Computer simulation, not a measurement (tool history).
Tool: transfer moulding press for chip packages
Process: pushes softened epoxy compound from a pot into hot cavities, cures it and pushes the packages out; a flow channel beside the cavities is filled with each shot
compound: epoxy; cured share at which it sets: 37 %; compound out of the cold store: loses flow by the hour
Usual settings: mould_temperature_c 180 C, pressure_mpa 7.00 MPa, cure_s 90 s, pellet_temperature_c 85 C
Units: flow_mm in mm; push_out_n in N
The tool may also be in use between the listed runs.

run,day,mould_temperature_c,pressure_mpa,cure_s,pellet_temperature_c,incoming compound's hours out of the cold store,flow_mm,push_out_n
1,0.000,180,7.00,90,85,41.3,464,485
2,0.200,180,7.00,90,85,17.3,509,551
3,0.462,180,7.00,90,85,12.0,521,568
4,0.688,180,7.00,74,85,19.0,507,847
5,1.058,188,7.00,74,85,44.6,436,548
# day 1.208: cavities cleaned with cleaning compound and waxed
6,1.342,188,7.00,74,85,15.4,501,362
7,1.588,180,7.00,72,85,9.9,516,732
8,1.904,180,7.00,90,85,41.6,453,435
9,2.117,180,7.00,90,85,35.4,465,458
10,2.408,180,7.00,90,85,31.6,471,508
11,2.671,180,7.00,90,85,17.9,505,532
12,2.904,180,7.00,90,85,42.9,448,506
13,3.138,180,6.75,90,85,8.1,515,603
# day 3.354: plunger's sealing rings changed
14,3.654,180,6.75,90,85,30.2,523,567
# day 3.904: cavities cleaned with cleaning compound and waxed
15,3.967,182,8.51,90,85,26.5,587,309
16,4.362,182,7.72,71,81,8.5,609,687
17,4.642,179,5.78,90,88,14.0,515,483
18,4.975,174,7.00,90,85,12.6,593,760
19,5.333,172,7.00,90,94,33.5,535,798
20,5.679,187,7.00,90,92,45.7,474,420
21,5.967,187,5.58,125,86,15.7,489,429
22,6.196,187,7.15,99,77,31.9,503,440
# day 6.496: cavities cleaned with cleaning compound and waxed
23,6.625,180,7.80,90,85,19.0,576,363
24,6.979,173,5.83,117,85,19.0,516,398
25,7.188,175,7.00,90,90,37.6,509,538
26,7.388,177,7.00,90,87,9.6,581,586
27,7.562,177,7.00,90,87,34.5,517,532
28,7.908,180,7.00,108,85,21.7,540,425

Forecast each of these 3 alternatives for the next run:
A,8.171,183,7.02,108,82,42.5,?,?
B,8.171,180,6.24,90,94,34.7,?,?
C,8.171,176,6.20,108,85,16.1,?,?

run,flow_mm,push_out_n
A,488,404
B,480,501
C,528,505
Without the tool's hidden state the same runs would have given:
run,flow_mm,push_out_n
A,503,244
B,495,306
C,545,312
